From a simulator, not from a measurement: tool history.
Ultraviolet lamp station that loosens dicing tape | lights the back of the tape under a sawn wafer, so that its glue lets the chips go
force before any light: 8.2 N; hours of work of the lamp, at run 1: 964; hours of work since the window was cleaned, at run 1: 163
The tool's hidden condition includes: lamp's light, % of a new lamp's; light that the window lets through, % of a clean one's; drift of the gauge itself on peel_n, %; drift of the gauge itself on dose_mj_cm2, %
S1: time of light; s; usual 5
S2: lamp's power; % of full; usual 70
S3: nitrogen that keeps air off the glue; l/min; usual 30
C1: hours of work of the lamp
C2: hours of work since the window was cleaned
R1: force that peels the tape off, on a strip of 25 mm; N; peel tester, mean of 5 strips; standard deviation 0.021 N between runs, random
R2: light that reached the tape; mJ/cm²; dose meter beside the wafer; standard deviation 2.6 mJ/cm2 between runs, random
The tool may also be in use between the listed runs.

run 1 hour=0.0 | S1=5 S2=70 S3=30 | C1=964 C2=163 | R1=1.568 R2=261
run 2 hour=37.9 | S1=5 S2=70 S3=30 | C1=985 C2=184 | R1=1.598 R2=259
run 3 hour=67.9 | S1=5 S2=61 S3=30 | C1=1002 C2=200 | R1=2.044 R2=223
run 4 hour=94.0 | S1=5 S2=61 S3=30 | C1=1016 C2=215 | R1=2.068 R2=223
run 5 hour=119.3 | S1=5 S2=61 S3=30 | C1=1030 C2=229 | R1=2.070 R2=219
run 6 hour=168.0 | S1=5 S2=89 S3=30 | C1=1057 C2=256 | R1=1.147 R2=314
run 7 hour=199.2 | S1=5 S2=70 S3=30 | C1=1074 C2=273 | R1=1.701 R2=242
-- hour=233.4 lamp changed
run 8 hour=233.4 | S1=5 S2=70 S3=30 | C1=0 C2=291 | R1=1.206 R2=302
run 9 hour=277.1 | S1=5 S2=98 S3=30 | C1=24 C2=315 | R1=0.624 R2=426
run 10 hour=325.5 | S1=5 S2=98 S3=30 | C1=51 C2=342 | R1=0.642 R2=424
run 11 hour=385.4 | S1=5 S2=70 S3=30 | C1=84 C2=375 | R1=1.268 R2=296
run 12 hour=444.0 | S1=5 S2=70 S3=30 | C1=117 C2=408 | R1=1.339 R2=290
run 13 hour=487.7 | S1=5 S2=70 S3=30 | C1=141 C2=432 | R1=1.299 R2=292
run 14 hour=530.5 | S1=10 S2=62 S3=30 | C1=164 C2=456 | R1=0.421 R2=506
run 15 hour=587.1 | S1=7 S2=64 S3=12 | C1=196 C2=487 | R1=1.653 R2=364
run 16 hour=630.3 | S1=4 S2=78 S3=14 | C1=220 C2=511 | R1=2.490 R2=248
run 17 hour=676.5 | S1=4 S2=78 S3=14 | C1=245 C2=537 | R1=2.551 R2=241
run 18 hour=737.0 | S1=4 S2=68 S3=10 | C1=279 C2=570 | R1=3.357 R2=211
run 19 hour=786.0 | S1=2 S2=70 S3=18 | C1=306 C2=597 | R1=4.683 R2=105
-- hour=789.9 window cleaned of glue's vapour
run 20 hour=843.8 | S1=2 S2=70 S3=18 | C1=338 C2=30 | R1=4.134 R2=125
run 21 hour=901.1 | S1=4 S2=88 S3=50 | C1=369 C2=62 | R1=0.860 R2=302
run 22 hour=946.4 | S1=2 S2=89 S3=17 | C1=394 C2=87 | R1=3.799 R2=155

For run 23, what comes out?
run 23 hour=999.6 | S1=2 S2=89 S3=17 | C1=424 C2=116 | R1=? R2=?

{"run 23": {"R1": 3.812, "R2": 153}}
With no hidden state in the tool, this same run would have given R1 3.457 N, R2 173 mJ/cm².
